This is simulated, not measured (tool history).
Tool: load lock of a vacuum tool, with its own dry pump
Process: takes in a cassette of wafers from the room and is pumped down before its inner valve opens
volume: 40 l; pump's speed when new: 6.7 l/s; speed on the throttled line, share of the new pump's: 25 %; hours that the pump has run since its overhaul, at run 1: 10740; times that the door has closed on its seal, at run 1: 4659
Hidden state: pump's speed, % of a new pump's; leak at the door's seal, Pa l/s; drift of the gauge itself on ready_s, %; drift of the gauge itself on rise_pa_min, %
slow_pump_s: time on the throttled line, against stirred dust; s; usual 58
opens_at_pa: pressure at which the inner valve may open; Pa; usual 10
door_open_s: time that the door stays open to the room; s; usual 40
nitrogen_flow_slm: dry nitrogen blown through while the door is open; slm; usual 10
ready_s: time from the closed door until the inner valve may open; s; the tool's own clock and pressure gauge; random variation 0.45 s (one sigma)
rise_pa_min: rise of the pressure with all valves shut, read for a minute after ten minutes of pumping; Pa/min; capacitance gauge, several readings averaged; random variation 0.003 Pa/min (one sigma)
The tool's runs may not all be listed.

run,hour,slow_pump_s,opens_at_pa,door_open_s,nitrogen_flow_slm,hours that the pump has run since its overhaul,times that the door has closed on its seal,"incoming humidity of the room's air, %",ready_s,rise_pa_min
1,0.0,58,10,40,10,10740,4659,41.4,98.9,0.031
2,114.2,58,10,40,10,10854,4971,44.3,99.5,0.027
# hour 191.0: dry pump taken out, an overhauled one fitted
3,245.6,58,10,40,10,55,5313,39.6,99.5,0.024
4,339.9,48,10,40,10,149,5570,41.8,91.9,0.027
5,431.6,48,10,110,10,241,5820,47.1,91.8,0.040
6,584.6,48,10,110,10,394,6237,42.9,91.5,0.037
7,676.4,58,18,40,10,485,6488,48.9,95.2,0.033
8,811.2,58,18,40,10,620,6855,47.6,94.6,0.030
9,949.9,58,18,40,10,759,7233,45.6,95.8,0.033
10,1032.4,58,13,40,10,841,7459,45.9,97.4,0.022
11,1169.4,58,10,119,10,978,7832,42.4,99.4,0.035
12,1337.0,58,10,119,10,1146,8289,44.9,99.6,0.037
13,1470.4,58,10,119,10,1279,8653,48.9,99.2,0.047
14,1543.9,58,10,40,10,1353,8853,44.2,99.8,0.032
15,1688.6,58,10,40,10,1498,9248,46.1,98.7,0.030
16,1807.3,58,10,91,10,1616,9572,46.1,98.6,0.034
17,1980.5,58,10,91,10,1789,10044,47.4,98.7,0.039
18,2061.8,58,12,91,10,1871,10266,47.2,98.2,0.039
19,2231.2,58,10,40,10,2040,10728,47.0,98.8,0.032
20,2345.5,58,11,40,18,2154,11040,45.5,98.8,0.021
21,2509.0,67,15,40,18,2318,11486,46.1,104.1,0.025
22,2595.1,110,10,40,15,2404,11721,47.9,138.1,0.027
23,2768.1,105,19,48,11,2577,12192,44.2,130.0,0.027
24,2892.6,105,19,48,11,2702,12532,43.6,129.6,0.026
25,3000.3,105,8,50,35,2809,12826,43.3,135.9,0.023
26,3157.1,105,8,50,44,2966,13253,44.9,135.8,0.019
27,3231.3,64,18,177,7,3040,13456,47.5,99.8,0.049
28,3373.1,64,18,177,7,3182,13842,46.7,99.7,0.042
29,3468.9,71,7,40,18,3278,14103,44.0,110.9,0.025
30,3551.5,71,14,40,4,3360,14329,45.3,106.2,0.036
31,3701.5,46,12,190,4,3510,14738,48.3,88.2,0.061
32,3857.7,46,12,190,4,3667,15164,45.4,88.6,0.053
33,3937.7,41,19,28,4,3747,15382,49.5,82.7,0.030
34,4091.0,110,8,28,4,3900,15800,42.5,139.4,0.027
35,4224.5,58,8,30,10,4033,16164,45.9,100.4,0.029
36,4351.1,61,8,68,21,4160,16509,45.6,102.9,0.025

How the hidden state differs across the entries between the runs, from the last listed run before each to the first after it:
Between runs 2 and 3: dry pump taken out, an overhauled one fitted (hour 191.0)
  no hidden state differs between the two runs

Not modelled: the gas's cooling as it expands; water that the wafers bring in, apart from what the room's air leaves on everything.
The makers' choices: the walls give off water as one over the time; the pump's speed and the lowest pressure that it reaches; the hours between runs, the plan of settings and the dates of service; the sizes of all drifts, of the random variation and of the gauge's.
